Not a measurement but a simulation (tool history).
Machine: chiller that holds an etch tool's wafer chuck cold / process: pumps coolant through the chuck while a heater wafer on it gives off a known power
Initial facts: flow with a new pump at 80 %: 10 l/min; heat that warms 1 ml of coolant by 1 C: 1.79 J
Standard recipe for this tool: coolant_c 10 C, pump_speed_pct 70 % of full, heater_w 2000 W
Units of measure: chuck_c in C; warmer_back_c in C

run   hour  coolant_c  pump_speed_pct  heater_w  chuck_c  warmer_back_c
  1    0.0         10              70      2000     37.7           7.83
  2   31.3         10              70      2000     37.9           7.83
  3   51.1         10              70      2000     37.6           7.84
  4   89.1         10              70      2000     37.8           7.81
  5  113.0         10              70      2000     38.0           7.90
  6  145.2         10              71      2000     37.7           7.74
  7  170.9         10              71      2000     37.7           7.72
  8  198.2         10              70      2000     38.0           7.81
  9  226.5         10              70      2000     38.1           7.80
 10  246.8         10              70      2000     38.1           7.84
     274.7  -- coolant changed, channels flushed
 11  286.8         10              69      2000     34.7           7.92
 12  304.9         20              69      2000     44.6           7.92
 13  332.4         10              68      2000     34.9           8.13
     340.6  -- chiller's thermometer calibrated
 14  366.5         10              70      1112     24.1           4.37
 15  393.5         10              70      1112     24.0           4.34
 16  430.7          9              97      1130     20.1           3.24
 17  450.6          0              93      1833     19.1           5.43
 18  473.4          0              93      1833     19.0           5.40
 19  501.0          0              93      1607     16.7           4.71
 20  537.9          6              70      1382     23.5           5.42
 21  574.5          1              70      1556     20.8           6.14
     582.4  -- coolant pump overhauled
 22  599.1         17              72      2000     42.3           7.76
 23  631.4          0              70      2000     25.8           7.96
 24  658.5          9              70      2122     36.5           8.50
 25  694.2         10              77      1016     22.0           3.65
     733.4  -- coolant pump overhauled, once more
 26  733.4          5              92      2657     32.4           7.74
 27  757.1          5              92      2657     32.3           7.77
 28  790.1         12              70      1371     29.2           5.26
 29  807.1         12              70      1371     29.4           5.24
 30  822.8         12              70      1371     29.3           5.24

Below are 4 alternative next runs, each starting from the tool's condition after run 30. Predict each:
  A  859.8         12              70      2771        ?              ?
  B  859.8          2              85      2295        ?              ?
  C  859.8          6              70      1910        ?              ?
  D  859.8          4              94      1371        ?              ?

run  chuck_c  warmer_back_c
  A     47.1          10.61
  B     27.1           7.26
  C     30.1           7.29
  D     17.9           3.89
What these runs would have given with no unlogged condition in the tool:
run  chuck_c  warmer_back_c
  A     46.3          10.62
  B     26.6           7.28
  C     29.5           7.30
  D     17.7           3.90

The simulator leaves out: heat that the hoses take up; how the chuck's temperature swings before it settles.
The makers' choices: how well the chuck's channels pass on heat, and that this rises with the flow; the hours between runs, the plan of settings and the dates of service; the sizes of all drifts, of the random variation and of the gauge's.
